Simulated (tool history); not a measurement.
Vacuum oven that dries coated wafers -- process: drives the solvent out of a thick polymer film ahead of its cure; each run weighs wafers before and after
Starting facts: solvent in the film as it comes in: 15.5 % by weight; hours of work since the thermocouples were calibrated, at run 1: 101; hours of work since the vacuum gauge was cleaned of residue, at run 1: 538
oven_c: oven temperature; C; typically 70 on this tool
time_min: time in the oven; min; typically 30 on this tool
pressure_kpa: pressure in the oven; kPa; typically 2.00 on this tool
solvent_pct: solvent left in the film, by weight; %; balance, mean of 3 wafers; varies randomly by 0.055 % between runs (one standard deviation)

| run | hour | oven_c | time_min | pressure_kpa | hours of work since the thermocouples were calibrated | hours of work since the vacuum gauge was cleaned of residue | solvent_pct |
|---|---|---|---|---|---|---|---|
| 1 | 0.0 | 70 | 30 | 2.00 | 101 | 538 | 2.25 |
| 2 | 36.3 | 70 | 29 | 2.00 | 119 | 556 | 2.45 |
| 3 | 90.5 | 70 | 30 | 2.56 | 145 | 582 | 2.50 |
| 4 | 127.0 | 70 | 30 | 2.56 | 162 | 599 | 2.66 |
| 5 | 183.2 | 70 | 25 | 2.56 | 189 | 626 | 3.14 |
| 6 | 230.3 | 70 | 30 | 1.16 | 211 | 649 | 2.19 |
| 7 | 302.8 | 70 | 30 | 1.97 | 246 | 683 | 2.42 |
| 8 | 362.3 | 65 | 30 | 1.97 | 275 | 712 | 3.68 |
| 9 | 396.5 | 66 | 30 | 2.00 | 291 | 728 | 3.54 |
| 10 | 428.5 | 66 | 30 | 2.00 | 306 | 743 | 3.50 |
| 11 | 480.1 | 66 | 30 | 2.00 | 331 | 768 | 3.40 |
|  | 485.9 | oven's thermocouples calibrated |
| 12 | 544.6 | 66 | 30 | 2.00 | 28 | 798 | 3.60 |
| 13 | 601.6 | 70 | 30 | 1.82 | 55 | 825 | 2.38 |
|  | 634.2 | oven's thermocouples calibrated, once more |
| 14 | 634.4 | 60 | 44 | 2.00 | 0 | 840 | 3.60 |
| 15 | 707.9 | 68 | 28 | 1.80 | 35 | 875 | 3.17 |
| 16 | 749.8 | 67 | 30 | 4.18 | 55 | 895 | 3.99 |
| 17 | 825.9 | 70 | 26 | 1.95 | 92 | 932 | 3.03 |
| 18 | 879.8 | 84 | 40 | 4.65 | 118 | 958 | 1.03 |
| 19 | 938.0 | 84 | 40 | 4.65 | 145 | 985 | 1.04 |
| 20 | 971.5 | 64 | 37 | 4.04 | 161 | 1001 | 4.33 |
| 21 | 1026.0 | 64 | 37 | 4.04 | 188 | 1028 | 4.15 |
| 22 | 1079.0 | 64 | 37 | 4.04 | 213 | 1053 | 4.39 |
| 23 | 1116.2 | 75 | 30 | 5.67 | 231 | 1071 | 2.52 |
| 24 | 1162.2 | 75 | 30 | 5.67 | 253 | 1093 | 2.60 |
| 25 | 1196.1 | 75 | 30 | 5.67 | 269 | 1109 | 2.56 |
| 26 | 1245.6 | 75 | 30 | 5.67 | 293 | 1133 | 2.64 |

Measured minus without-hidden-state, run by run (identical run-to-run variation in each term; gauge scatter may differ):
The tool's hidden condition here consists of: true wafer temperature over the reading, C; true pressure over the reading, kPa; drift of the gauge itself on solvent_pct, %.
| run | solvent_pct |
|---|---|
| 1 | +0.04 |
| 2 | +0.05 |
| 3 | +0.06 |
| 4 | +0.08 |
| 5 | +0.09 |
| 6 | +0.09 |
| 7 | +0.12 |
| 8 | +0.16 |
| 9 | +0.16 |
| 10 | +0.17 |
| 11 | +0.18 |
| 12 | +0.24 |
| 13 | +0.21 |
| 14 | +0.24 |
| 15 | +0.23 |
| 16 | +0.25 |
| 17 | +0.26 |
| 18 | +0.07 |
| 19 | +0.07 |
| 20 | +0.35 |
| 21 | +0.36 |
| 22 | +0.38 |
| 23 | +0.25 |
| 24 | +0.26 |
| 25 | +0.26 |
| 26 | +0.28 |

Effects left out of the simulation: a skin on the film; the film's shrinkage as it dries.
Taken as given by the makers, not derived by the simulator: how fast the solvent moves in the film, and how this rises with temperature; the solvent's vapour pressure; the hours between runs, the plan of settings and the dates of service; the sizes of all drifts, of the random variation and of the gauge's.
